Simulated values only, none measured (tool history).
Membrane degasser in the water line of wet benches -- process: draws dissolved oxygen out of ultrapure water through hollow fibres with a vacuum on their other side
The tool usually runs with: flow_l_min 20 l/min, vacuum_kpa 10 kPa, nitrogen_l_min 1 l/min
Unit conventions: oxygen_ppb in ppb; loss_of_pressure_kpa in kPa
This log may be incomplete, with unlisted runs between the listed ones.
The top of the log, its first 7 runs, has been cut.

run,hour,flow_l_min,vacuum_kpa,nitrogen_l_min,oxygen_ppb,loss_of_pressure_kpa
8,329.3,14,10,1,223.3,25.86
9,354.9,14,10,1,226,25.85
10,400.2,14,10,1,223.7,25.47
11,424.2,14,10,0.49,410.7,25.6
12,461.8,20,10,1,332.3,36.67
13,505.6,20,10,1,332.7,36.73
14,550.9,20,10,1,332.6,36.39
15,589.8,20,10,1,333,36.56
16,643.9,20,10,1.63,225.5,36.53
17,674.1,20,11.4,1.84,243.3,36.46
18,721,20,10,2.8,153.4,36.65
19,767,30,10,2.8,273.3,54.49
20,802.1,23,10.3,1.87,251.6,42.09
21,852.5,23,10.3,1.87,251.4,41.84
22,893.3,23,10.3,1.87,252.4,41.53
23,927.3,23,10.3,1.87,252.9,41.52
24,967,15,10,1,240.9,26.88
25,1000.5,15,14.8,1,397.8,27.09
26,1043.3,15,14.8,1,387.7,26.95
27,1078.9,21,16.4,1,616.1,38.15
28,1114.7,21,16.4,1,613.1,37.56
29,1147.4,21,16.4,1,620.4,38.15
# hour 1162.3: gauge calibrated
30,1179.8,21,16.4,1,608.4,38.67
31,1224.8,19,20.1,1,704.2,35.11
32,1280.2,17,7.4,2.38,95.9,31.27

Predict each of these 3 candidate next runs independently; none follows another, all start after run 32:
A,1312.1,13,10,1.27,?,?
B,1312.1,14,10,1.96,?,?
C,1312.1,14,22.5,1.12,?,?

run,oxygen_ppb,loss_of_pressure_kpa
A,171.2,23.94
B,126.8,25.65
C,532.9,25.68
Take away the tool's hidden state, keep each run's random variation, and the runs would have read:
run,oxygen_ppb,loss_of_pressure_kpa
A,171.1,24.02
B,126.7,25.73
C,532.6,25.76
